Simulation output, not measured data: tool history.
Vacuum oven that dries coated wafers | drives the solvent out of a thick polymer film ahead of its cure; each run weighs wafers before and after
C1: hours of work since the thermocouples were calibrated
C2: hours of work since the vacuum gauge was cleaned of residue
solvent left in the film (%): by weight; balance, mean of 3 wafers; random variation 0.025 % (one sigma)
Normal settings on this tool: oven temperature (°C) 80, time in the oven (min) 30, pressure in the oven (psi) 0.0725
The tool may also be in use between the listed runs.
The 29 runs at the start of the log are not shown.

run 30 hour=933.7 | oven_temperature_(°C)=90 time_in_the_oven_(min)=32 pressure_in_the_oven_(psi)=0.0577 | C1=796 C2=617 | solvent_left_in_the_film_(%)=0.20
run 31 hour=966.7 | oven_temperature_(°C)=80 time_in_the_oven_(min)=30 pressure_in_the_oven_(psi)=0.0995 | C1=813 C2=634 | solvent_left_in_the_film_(%)=1.01
run 32 hour=996.1 | oven_temperature_(°C)=80 time_in_the_oven_(min)=20 pressure_in_the_oven_(psi)=0.1134 | C1=828 C2=649 | solvent_left_in_the_film_(%)=2.31
run 33 hour=1020.9 | oven_temperature_(°C)=65 time_in_the_oven_(min)=16 pressure_in_the_oven_(psi)=0.0840 | C1=840 C2=662 | solvent_left_in_the_film_(%)=8.10
run 34 hour=1048.4 | oven_temperature_(°C)=65 time_in_the_oven_(min)=16 pressure_in_the_oven_(psi)=0.0840 | C1=854 C2=676 | solvent_left_in_the_film_(%)=8.17
run 35 hour=1074.0 | oven_temperature_(°C)=65 time_in_the_oven_(min)=16 pressure_in_the_oven_(psi)=0.0840 | C1=868 C2=689 | solvent_left_in_the_film_(%)=7.98
run 36 hour=1104.8 | oven_temperature_(°C)=65 time_in_the_oven_(min)=16 pressure_in_the_oven_(psi)=0.0840 | C1=883 C2=705 | solvent_left_in_the_film_(%)=8.18
run 37 hour=1141.2 | oven_temperature_(°C)=65 time_in_the_oven_(min)=16 pressure_in_the_oven_(psi)=0.0840 | C1=902 C2=723 | solvent_left_in_the_film_(%)=8.16
run 38 hour=1162.2 | oven_temperature_(°C)=80 time_in_the_oven_(min)=29 pressure_in_the_oven_(psi)=0.2673 | C1=913 C2=734 | solvent_left_in_the_film_(%)=1.66
run 39 hour=1200.9 | oven_temperature_(°C)=71 time_in_the_oven_(min)=30 pressure_in_the_oven_(psi)=0.0725 | C1=932 C2=754 | solvent_left_in_the_film_(%)=2.53
run 40 hour=1234.0 | oven_temperature_(°C)=77 time_in_the_oven_(min)=52 pressure_in_the_oven_(psi)=0.0434 | C1=949 C2=771 | solvent_left_in_the_film_(%)=0.37
run 41 hour=1266.8 | oven_temperature_(°C)=79 time_in_the_oven_(min)=25 pressure_in_the_oven_(psi)=0.0725 | C1=966 C2=788 | solvent_left_in_the_film_(%)=1.48
run 42 hour=1308.5 | oven_temperature_(°C)=80 time_in_the_oven_(min)=48 pressure_in_the_oven_(psi)=0.1767 | C1=987 C2=809 | solvent_left_in_the_film_(%)=0.74
run 43 hour=1345.8 | oven_temperature_(°C)=80 time_in_the_oven_(min)=48 pressure_in_the_oven_(psi)=0.1767 | C1=1006 C2=828 | solvent_left_in_the_film_(%)=0.76
run 44 hour=1367.6 | oven_temperature_(°C)=80 time_in_the_oven_(min)=48 pressure_in_the_oven_(psi)=0.1767 | C1=1018 C2=839 | solvent_left_in_the_film_(%)=0.76
run 45 hour=1405.9 | oven_temperature_(°C)=80 time_in_the_oven_(min)=48 pressure_in_the_oven_(psi)=0.1767 | C1=1037 C2=859 | solvent_left_in_the_film_(%)=0.78
run 46 hour=1440.7 | oven_temperature_(°C)=80 time_in_the_oven_(min)=30 pressure_in_the_oven_(psi)=0.2467 | C1=1055 C2=876 | solvent_left_in_the_film_(%)=1.51

Below are 3 alternative next runs, each starting from the tool's condition after run 46. Predict each:
-- hour=1468.0 oven's thermocouples calibrated
run A hour=1482.9 | oven_temperature_(°C)=78 time_in_the_oven_(min)=30 pressure_in_the_oven_(psi)=0.0396 | C1=8 C2=897 | solvent_left_in_the_film_(%)=?
-- hour=1468.0 oven's thermocouples calibrated
run B hour=1482.9 | oven_temperature_(°C)=80 time_in_the_oven_(min)=40 pressure_in_the_oven_(psi)=0.1343 | C1=8 C2=897 | solvent_left_in_the_film_(%)=?
-- hour=1468.0 oven's thermocouples calibrated
run C hour=1482.9 | oven_temperature_(°C)=80 time_in_the_oven_(min)=20 pressure_in_the_oven_(psi)=0.0725 | C1=8 C2=897 | solvent_left_in_the_film_(%)=?

run=A solvent_left_in_the_film_(%)=1.29
run=B solvent_left_in_the_film_(%)=0.86
run=C solvent_left_in_the_film_(%)=2.50
Without the tool's hidden state the same runs would have given:
run=A solvent_left_in_the_film_(%)=1.26
run=B solvent_left_in_the_film_(%)=0.82
run=C solvent_left_in_the_film_(%)=2.51
